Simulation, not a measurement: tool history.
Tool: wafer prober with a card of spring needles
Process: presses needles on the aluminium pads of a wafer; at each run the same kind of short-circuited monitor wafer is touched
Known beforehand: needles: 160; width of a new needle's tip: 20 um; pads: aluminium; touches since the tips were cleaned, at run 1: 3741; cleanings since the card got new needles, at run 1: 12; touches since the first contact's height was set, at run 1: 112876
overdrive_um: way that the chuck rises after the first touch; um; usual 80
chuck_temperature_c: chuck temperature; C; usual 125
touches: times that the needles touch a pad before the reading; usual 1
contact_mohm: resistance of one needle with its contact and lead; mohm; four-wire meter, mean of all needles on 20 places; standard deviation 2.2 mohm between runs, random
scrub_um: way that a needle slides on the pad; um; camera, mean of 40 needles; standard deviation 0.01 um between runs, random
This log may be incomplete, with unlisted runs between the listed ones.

run   hour  overdrive_um  chuck_temperature_c  touches  touches since the tips were cleaned  cleanings since the card got new needles  touches since the first contact's height was set  contact_mohm  scrub_um
  1    0.0            80                  125        1                                 3741                                        12                                            112876           285     18.79
  2    6.6            80                  125        1                                 5143                                        12                                            114278           290     18.81
  3   15.2            80                  125        1                                 6990                                        12                                            116125           302     18.81
      19.8  -- tips cleaned on abrasive film
  4   24.1            80                  125        1                                  918                                        13                                            117995           263     18.78
  5   37.0            80                  125        1                                 3670                                        13                                            120747           290     18.78
  6   47.9            80                  125        1                                 5979                                        13                                            123056           307     18.82
      57.4  -- tips cleaned on abrasive film
  7   60.0            72                  125        1                                  563                                        14                                            125628           256     16.88
  8   72.1            72                  125        1                                 3129                                        14                                            128194           297     16.86
  9   82.0            80                  125        1                                 5250                                        14                                            130315           300     18.79
      83.2  -- height of the first contact set anew
 10   90.2            80                  125        1                                 6938                                        14                                              1512           308     18.72
      95.6  -- tips cleaned on abrasive film
 11  102.0            80                  125        1                                 1379                                        15                                              4003           264     18.73
 12  115.9            80                  125        1                                 4326                                        15                                              6950           291     18.72
 13  128.1            80                  125        2                                 6924                                        15                                              9548           281     18.71
     131.4  -- height of the first contact set anew, once more
     133.7  -- tips cleaned on abrasive film
 14  140.3            80                  125        1                                 1398                                        16                                              1880           265     18.90
 15  154.3            80                  125        1                                 4383                                        16                                              4865           290     18.90
 16  161.2            86                   80        1                                 5859                                        16                                              6341           283     20.34
 17  169.4            80                   47        3                                 7595                                        16                                              8077           249     18.91
     171.3  -- tips cleaned on abrasive film
 18  177.4            80                   29        1                                 1301                                        17                                              9754           244     18.89
 19  192.3            71                   82        1                                 4477                                        17                                             12930           297     16.77
 20  203.3            92                  125        2                                 6838                                        17                                             15291           266     21.74
     208.5  -- tips cleaned on abrasive film
 21  211.5            80                  125        2                                  632                                        18                                             17000           248     18.90
 22  225.3            80                  125        2                                 3577                                        18                                             19945           264     18.89
 23  238.9            80                  125        2                                 6475                                        18                                             22843           272     18.88
     245.9  -- tips cleaned on abrasive film
 24  251.0            80                   30        1                                 1076                                        19                                             25396           239     18.86
 25  264.5            61                   37        1                                 3957                                        19                                             28277           309     14.38
 26  272.7            99                  125        2                                 5701                                        19                                             30021           260     23.35
 27  280.5            99                  125        2                                 7381                                        19                                             31701           265     23.36
     284.2  -- tips cleaned on abrasive film
 28  296.1            71                  116        3                                 2538                                        20                                             34995           257     16.72
 29  308.5            71                  116        3                                 5192                                        20                                             37649           267     16.74

Some steps in contact_mohm, run to run, broken into two amounts with sign: the step expected even without the hidden condition (settings, incoming material, random variation), and the rest, left for the hidden condition together with whatever gauge scatter is not in both the measured and the hidden-condition-free result:
Hidden state present: debris on the tips, nm; way that the needles fall short of the set height, um; tips' diameter, um; drift of the gauge itself on contact_mohm, %; drift of the gauge itself on scrub_um, %.
Run 18 -> 19: overdrive_um 80 -> 71, chuck_temperature_c 29 -> 82. contact_mohm +53 mohm: hidden state +39, all else +14.
Run 24 -> 25: overdrive_um 80 -> 61, chuck_temperature_c 30 -> 37. contact_mohm +70 mohm: hidden state +66, all else +4.
Run 25 -> 26: overdrive_um 61 -> 99, chuck_temperature_c 37 -> 125, touches 1 -> 2. contact_mohm -49 mohm: hidden state -66, all else +17.

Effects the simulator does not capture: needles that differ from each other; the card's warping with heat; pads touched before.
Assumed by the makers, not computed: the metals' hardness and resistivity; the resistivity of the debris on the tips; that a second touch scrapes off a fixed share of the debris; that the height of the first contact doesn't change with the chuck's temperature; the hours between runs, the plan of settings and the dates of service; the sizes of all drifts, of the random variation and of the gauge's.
